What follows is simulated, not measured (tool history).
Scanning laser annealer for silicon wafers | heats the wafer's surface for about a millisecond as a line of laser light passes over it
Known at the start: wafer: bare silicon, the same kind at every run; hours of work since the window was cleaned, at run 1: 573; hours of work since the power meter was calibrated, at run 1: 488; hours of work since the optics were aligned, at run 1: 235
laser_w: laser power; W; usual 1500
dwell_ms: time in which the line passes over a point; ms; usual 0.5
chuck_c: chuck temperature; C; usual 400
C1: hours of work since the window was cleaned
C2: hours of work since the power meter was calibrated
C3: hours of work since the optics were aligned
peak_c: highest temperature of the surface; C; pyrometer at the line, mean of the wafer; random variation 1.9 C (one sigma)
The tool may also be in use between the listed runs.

run 1 hour=0 | laser_w=1500 dwell_ms=0.5 chuck_c=400 | C1=573 C2=488 C3=235 | peak_c=1141
run 2 hour=13.3 | laser_w=1500 dwell_ms=0.5 chuck_c=400 | C1=583 C2=499 C3=245 | peak_c=1141
run 3 hour=37.7 | laser_w=1500 dwell_ms=0.5 chuck_c=400 | C1=602 C2=518 C3=264 | peak_c=1143
run 4 hour=55.9 | laser_w=1500 dwell_ms=0.5 chuck_c=400 | C1=617 C2=532 C3=279 | peak_c=1138
run 5 hour=79.6 | laser_w=1500 dwell_ms=0.5 chuck_c=400 | C1=635 C2=550 C3=297 | peak_c=1139
run 6 hour=101.2 | laser_w=1500 dwell_ms=0.5 chuck_c=430 | C1=652 C2=567 C3=314 | peak_c=1166
run 7 hour=115.2 | laser_w=1324 dwell_ms=0.5 chuck_c=400 | C1=663 C2=578 C3=325 | peak_c=1043
run 8 hour=134.9 | laser_w=1517 dwell_ms=0.5 chuck_c=385 | C1=678 C2=593 C3=340 | peak_c=1130
run 9 hour=155.3 | laser_w=1614 dwell_ms=0.49 chuck_c=400 | C1=694 C2=609 C3=356 | peak_c=1185
run 10 hour=179.9 | laser_w=1614 dwell_ms=0.49 chuck_c=400 | C1=713 C2=628 C3=375 | peak_c=1187
run 11 hour=202.2 | laser_w=1614 dwell_ms=0.49 chuck_c=400 | C1=731 C2=646 C3=393 | peak_c=1184
run 12 hour=225.7 | laser_w=1343 dwell_ms=0.6 chuck_c=399 | C1=749 C2=664 C3=411 | peak_c=1120
run 13 hour=245.5 | laser_w=1343 dwell_ms=0.6 chuck_c=399 | C1=764 C2=680 C3=426 | peak_c=1118
run 14 hour=272.4 | laser_w=1343 dwell_ms=0.6 chuck_c=399 | C1=785 C2=701 C3=447 | peak_c=1115

Some steps in peak_c between neighbouring runs. How much of each would the tool show without its hidden state too (settings, what came in, random variation), and how much is left for the hidden state, with any gauge scatter that isn't in both results?
The hidden state here: light that passes the window, % of a clean one's; laser's true power over the reading, %; width of the line over the set one, %; drift of the gauge itself on peak_c, C.
Run 6 -> 7: laser_w 1500 -> 1324, chuck_c 430 -> 400. peak_c -123 C: hidden state +3, all else -126.
Run 7 -> 8: laser_w 1324 -> 1517, chuck_c 400 -> 385. peak_c +87 C: hidden state -4, all else +91.
